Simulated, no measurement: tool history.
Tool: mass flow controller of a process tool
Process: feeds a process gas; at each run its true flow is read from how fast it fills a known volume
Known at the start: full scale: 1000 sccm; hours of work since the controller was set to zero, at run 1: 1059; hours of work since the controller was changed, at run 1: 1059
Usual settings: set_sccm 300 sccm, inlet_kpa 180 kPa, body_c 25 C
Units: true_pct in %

run     hour  set_sccm  inlet_kpa  body_c  hours of work since the controller was set to zero  hours of work since the controller was changed  true_pct
  1      0.0       300        180      25                                                1059                                            1059     99.44
  2    318.2       300        180      25                                                1249                                            1249     99.62
  3    713.0       300        180      28                                                1486                                            1486    100.18
  4    972.2       300        180      28                                                1641                                            1641    100.33
  5   1329.0       300        180      28                                                1855                                            1855    100.50
  6   1867.0       300        180      34                                                2178                                            2178    101.41
  7   2386.4       300        180      34                                                2489                                            2489    101.73
  8   2746.7       300        180      34                                                2705                                            2705    101.69
  9   3201.9       300        180      34                                                2977                                            2977    101.90
 10   3688.9       300        180      34                                                3269                                            3269    102.22
 11   3971.7       300        180      34                                                3439                                            3439    102.20
 12   4376.5       445        180      34                                                3681                                            3681    102.20
 13   4909.8       300        206      25                                                4001                                            4001    101.83
 14   5156.2       300        165      25                                                4148                                            4148    101.69
      5252.7  -- controller's zero set anew
 15   5479.5       273        180      25                                                 136                                            4342    100.10
 16   5896.4       273        251      25                                                 386                                            4592    100.68
 17   6185.5       300        142      25                                                 559                                            4765    100.24
 18   6613.8       300        142      25                                                 816                                            5022    100.32
 19   6881.0       300        180      25                                                 976                                            5182    100.63
 20   7328.0       300        180      31                                                1244                                            5450    101.61
 21   7731.5       793        180      31                                                1485                                            5691    102.13
 22   8197.8       793        180      31                                                1765                                            5971    102.27
 23   8646.5       793        180      31                                                2034                                            6240    102.38
 24   8902.2       793        180      31                                                2187                                            6393    102.41
 25   9444.3       111        234      39                                                2512                                            6718    105.37
 26   9975.0       111        234      39                                                2830                                            7036    105.91
 27  10404.5       111        234      39                                                3087                                            7293    106.11
 28  10825.1       111        234      38                                                3339                                            7545    106.50
 29  11414.1       664        178      32                                                3692                                            7898    103.04
 30  11994.7       299        235      22                                                4040                                            8246    102.86
     12251.3  -- controller's zero set anew
 31  12383.6       578        229      24                                                  79                                            8479    101.76
 32  12825.5       578        229      24                                                 344                                            8743    101.77
 33  13400.7       407        180      30                                                 689                                            9088    102.16
 34  13781.5       407        180      30                                                 917                                            9316    102.33
 35  14085.0       244        180      25                                                1099                                            9498    101.96
 36  14522.2       717        143      24                                                1361                                            9760    101.95
 37  15024.9       398        216      25                                                1662                                           10061    102.45
 38  15331.5       612        180      25                                                1846                                           10245    102.41
     15475.3  -- controller exchanged for a calibrated one
 39  15645.6       612        180      25                                                 102                                             102     99.45
 40  16180.1       612        180      25                                                 422                                             422     99.75
 41  16629.5       612        180      25                                                 692                                             692     99.78
 42  17025.9       700        226      25                                                 929                                             929    100.17
 43  17488.2       649        208      25                                                1206                                            1206    100.30
 44  17818.9       103        141      20                                                1404                                            1404    100.39
 45  18058.5       103        141      20                                                1548                                            1548    100.61

3 ways to go on from here, each from the tool as it stands after run 45. What would each give?
  A  18379.9       564        187      21                                                1740                                            1740         ?
  B  18379.9       479        259      25                                                1740                                            1740         ?
  C  18379.9       243        167      29                                                1740                                            1740         ?

run  true_pct
  A     99.83
  B    100.97
  C    100.84
Without the tool's hidden state the same runs would have given:
run  true_pct
  A     98.70
  B     99.74
  C     99.04
